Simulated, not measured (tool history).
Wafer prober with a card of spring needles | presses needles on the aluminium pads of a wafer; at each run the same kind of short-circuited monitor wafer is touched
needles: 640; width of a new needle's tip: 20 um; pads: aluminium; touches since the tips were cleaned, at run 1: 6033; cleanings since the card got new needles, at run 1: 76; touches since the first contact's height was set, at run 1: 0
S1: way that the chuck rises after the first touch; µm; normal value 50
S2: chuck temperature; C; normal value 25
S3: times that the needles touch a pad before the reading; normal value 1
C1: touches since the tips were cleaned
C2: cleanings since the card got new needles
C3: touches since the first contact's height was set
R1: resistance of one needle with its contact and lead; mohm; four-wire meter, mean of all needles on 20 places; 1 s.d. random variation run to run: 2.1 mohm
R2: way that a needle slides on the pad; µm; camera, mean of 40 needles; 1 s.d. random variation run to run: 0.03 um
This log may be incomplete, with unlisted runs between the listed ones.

| run | hour | S1 | S2 | S3 | C1 | C2 | C3 | R1 | R2 |
|---|---|---|---|---|---|---|---|---|---|
| 1 | 0.0 | 50 | 25 | 1 | 6033 | 76 | 0 | 437 | 12.23 |
|  | 13.2 | tips cleaned on abrasive film |
|  | 43.6 | tips cleaned on abrasive film |
| 2 | 57.7 | 47 | 25 | 1 | 4376 | 78 | 17950 | 421 | 11.41 |
|  | 74.3 | tips cleaned on abrasive film |
|  | 104.6 | tips cleaned on abrasive film |
|  | 135.1 | tips cleaned on abrasive film |
| 3 | 144.3 | 47 | 25 | 1 | 2875 | 81 | 44920 | 397 | 11.40 |
|  | 163.0 | tips cleaned on abrasive film |
|  | 190.3 | tips cleaned on abrasive film |
|  | 218.7 | tips cleaned on abrasive film |
| 4 | 237.8 | 47 | 25 | 1 | 5969 | 84 | 74040 | 464 | 11.34 |
|  | 249.5 | tips cleaned on abrasive film |
|  | 280.8 | tips cleaned on abrasive film |
| 5 | 296.2 | 36 | 25 | 1 | 4828 | 86 | 92233 | 600 | 8.63 |
|  | 307.1 | tips cleaned on abrasive film |
|  | 334.9 | tips cleaned on abrasive film |
| 6 | 356.0 | 50 | 25 | 1 | 6602 | 88 | 110840 | 456 | 12.05 |
|  | 362.6 | tips cleaned on abrasive film |
|  | 393.5 | tips cleaned on abrasive film |
| 7 | 407.7 | 50 | 25 | 1 | 4438 | 90 | 126936 | 438 | 11.98 |
|  | 425.4 | tips cleaned on abrasive film |
|  | 452.2 | tips cleaned on abrasive film |
| 8 | 452.2 | 50 | 25 | 1 | 0 | 92 | 140774 | 244 | 11.95 |
|  | 476.5 | height of the first contact set anew |
|  | 480.8 | tips cleaned on abrasive film |
|  | 497.2 | tips cleaned on abrasive film, once more |
| 9 | 497.2 | 50 | 25 | 1 | 0 | 94 | 6405 | 239 | 12.17 |
|  | 526.0 | tips cleaned on abrasive film |
|  | 552.3 | tips cleaned on abrasive film |
| 10 | 573.0 | 50 | 25 | 1 | 6454 | 96 | 30011 | 456 | 12.17 |
|  | 579.6 | tips cleaned on abrasive film |
|  | 611.0 | tips cleaned on abrasive film |
| 11 | 616.2 | 50 | 25 | 1 | 1606 | 98 | 43439 | 328 | 12.10 |
|  | 638.7 | tips cleaned on abrasive film |
|  | 668.5 | tips cleaned on abrasive film |
| 12 | 670.8 | 35 | 49 | 1 | 728 | 100 | 60451 | 362 | 8.41 |
|  | 696.0 | tips cleaned on abrasive film |
| 13 | 718.3 | 38 | 64 | 1 | 6964 | 101 | 75243 | 644 | 9.18 |
|  | 724.9 | tips cleaned on abrasive film |
|  | 753.3 | tips cleaned on abrasive film |
|  | 783.5 | tips cleaned on abrasive film |
| 14 | 796.0 | 68 | 77 | 3 | 3901 | 104 | 99422 | 278 | 16.44 |
|  | 811.2 | tips cleaned on abrasive film |
|  | 842.9 | tips cleaned on abrasive film |
| 15 | 867.2 | 30 | 85 | 2 | 7613 | 106 | 121633 | 658 | 7.15 |
|  | 873.8 | tips cleaned on abrasive film |
|  | 901.5 | tips cleaned on abrasive film |
| 16 | 919.3 | 69 | 103 | 1 | 5568 | 108 | 137847 | 351 | 16.65 |
|  | 930.5 | tips cleaned on abrasive film |
|  | 957.0 | height of the first contact set anew |
|  | 962.7 | tips cleaned on abrasive film |
|  | 993.1 | tips cleaned on abrasive film |
| 17 | 1015.9 | 46 | 41 | 1 | 7104 | 111 | 18334 | 519 | 11.20 |
|  | 1022.5 | tips cleaned on abrasive film |
|  | 1051.7 | tips cleaned on abrasive film |
|  | 1084.0 | tips cleaned on abrasive film |
| 18 | 1085.9 | 58 | 25 | 3 | 607 | 114 | 40120 | 237 | 14.08 |
|  | 1112.8 | tips cleaned on abrasive film |
|  | 1143.9 | tips cleaned on abrasive film |
| 19 | 1158.2 | 35 | 48 | 1 | 4471 | 116 | 62638 | 618 | 8.42 |
|  | 1174.7 | tips cleaned on abrasive film |
|  | 1203.7 | tips cleaned on abrasive film |
| 20 | 1228.7 | 50 | 93 | 1 | 7808 | 118 | 84594 | 477 | 12.06 |
|  | 1235.3 | tips cleaned on abrasive film |
|  | 1264.9 | tips cleaned on abrasive film |
|  | 1294.6 | tips cleaned on abrasive film |
| 21 | 1315.6 | 50 | 34 | 1 | 6565 | 121 | 111656 | 476 | 12.05 |
|  | 1322.1 | tips cleaned on abrasive film |
|  | 1352.5 | tips cleaned on abrasive film |
|  | 1382.5 | tips cleaned on abrasive film |
| 22 | 1382.5 | 50 | 34 | 1 | 0 | 124 | 132471 | 252 | 11.94 |

Below are 4 alternative next runs, each starting from the tool's condition after run 22. Predict each:
|  | 1414.3 | tips cleaned on abrasive film |
|  | 1437.4 | height of the first contact set anew |
|  | 1444.1 | tips cleaned on abrasive film |
| A | 1458.7 | 50 | 71 | 1 | 4554 | 126 | 6602 | ? | ? |
|  | 1414.3 | tips cleaned on abrasive film |
|  | 1437.4 | height of the first contact set anew |
|  | 1444.1 | tips cleaned on abrasive film |
| B | 1458.7 | 50 | 34 | 1 | 4554 | 126 | 6602 | ? | ? |
|  | 1414.3 | tips cleaned on abrasive film |
|  | 1437.4 | height of the first contact set anew |
|  | 1444.1 | tips cleaned on abrasive film |
| C | 1458.7 | 50 | 25 | 1 | 4554 | 126 | 6602 | ? | ? |
|  | 1414.3 | tips cleaned on abrasive film |
|  | 1437.4 | height of the first contact set anew |
|  | 1444.1 | tips cleaned on abrasive film |
| D | 1458.7 | 55 | 25 | 1 | 4554 | 126 | 6602 | ? | ? |

| run | R1 | R2 |
|---|---|---|
| A | 449 | 12.23 |
| B | 448 | 12.23 |
| C | 449 | 12.18 |
| D | 406 | 13.37 |
Take away the tool's hidden state, keep each run's random variation, and the runs would have read:
| run | R1 | R2 |
|---|---|---|
| A | 244 | 12.24 |
| B | 231 | 12.24 |
| C | 230 | 12.19 |
| D | 224 | 13.39 |
